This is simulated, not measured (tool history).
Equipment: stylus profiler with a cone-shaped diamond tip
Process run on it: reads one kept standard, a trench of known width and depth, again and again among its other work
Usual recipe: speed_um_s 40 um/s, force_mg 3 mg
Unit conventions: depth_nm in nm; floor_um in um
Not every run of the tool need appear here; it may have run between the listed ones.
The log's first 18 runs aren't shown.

| run | hour | speed_um_s | force_mg | scans with this tip | hours of work since the height scale was calibrated | depth_nm | floor_um |
|---|---|---|---|---|---|---|---|
| 19 | 293.9 | 23 | 6.69 | 5111 | 597 | 206 | 16.91 |
| 20 | 304.3 | 23 | 6.43 | 5171 | 604 | 206.03 | 16.89 |
| 21 | 316.7 | 70 | 2.9 | 5244 | 612 | 203.22 | 16.65 |
| 22 | 325.6 | 40 | 1.46 | 5295 | 618 | 202.14 | 16.7 |
| 23 | 337.2 | 129 | 2.52 | 5363 | 626 | 203.06 | 16.37 |
| 24 | 347 | 129 | 2.52 | 5420 | 633 | 203.01 | 16.38 |
| 25 | 357.1 | 47 | 5.04 | 5478 | 640 | 205.08 | 16.78 |
| 26 | 376 | 65 | 8.08 | 5588 | 652 | 206.97 | 16.8 |
| 27 | 386.2 | 61 | 8.08 | 5648 | 659 | 207.11 | 16.8 |
| 28 | 396.4 | 24 | 7.36 | 5707 | 666 | 206.49 | 16.85 |
| 29 | 414.5 | 20 | 4.57 | 5812 | 679 | 204.69 | 16.81 |
| 30 | 431.1 | 19 | 6.52 | 5908 | 690 | 205.8 | 16.85 |
| 31 | 445.2 | 66 | 5.41 | 5991 | 699 | 205.24 | 16.69 |
| 32 | 459 | 11 | 1.29 | 6071 | 709 | 201.62 | 16.86 |

Consider 4 possible next runs. They are alternatives, not a sequence: every one starts from the tool as it was left by run 32. What does each give?
| A | 477 | 26 | 2.82 | 6176 | 721 | ? | ? |
| B | 477 | 36 | 2.52 | 6176 | 721 | ? | ? |
| C | 477 | 109 | 1.05 | 6176 | 721 | ? | ? |
| D | 477 | 58 | 1.5 | 6176 | 721 | ? | ? |

| run | depth_nm | floor_um |
|---|---|---|
| A | 203.29 | 16.79 |
| B | 202.98 | 16.79 |
| C | 201.43 | 16.2 |
| D | 202.05 | 16.53 |
Without the tool's unlogged condition, the same runs would have read:
| run | depth_nm | floor_um |
|---|---|---|
| A | 203.62 | 17.09 |
| B | 203.3 | 17.09 |
| C | 201.75 | 16.5 |
| D | 202.37 | 16.83 |

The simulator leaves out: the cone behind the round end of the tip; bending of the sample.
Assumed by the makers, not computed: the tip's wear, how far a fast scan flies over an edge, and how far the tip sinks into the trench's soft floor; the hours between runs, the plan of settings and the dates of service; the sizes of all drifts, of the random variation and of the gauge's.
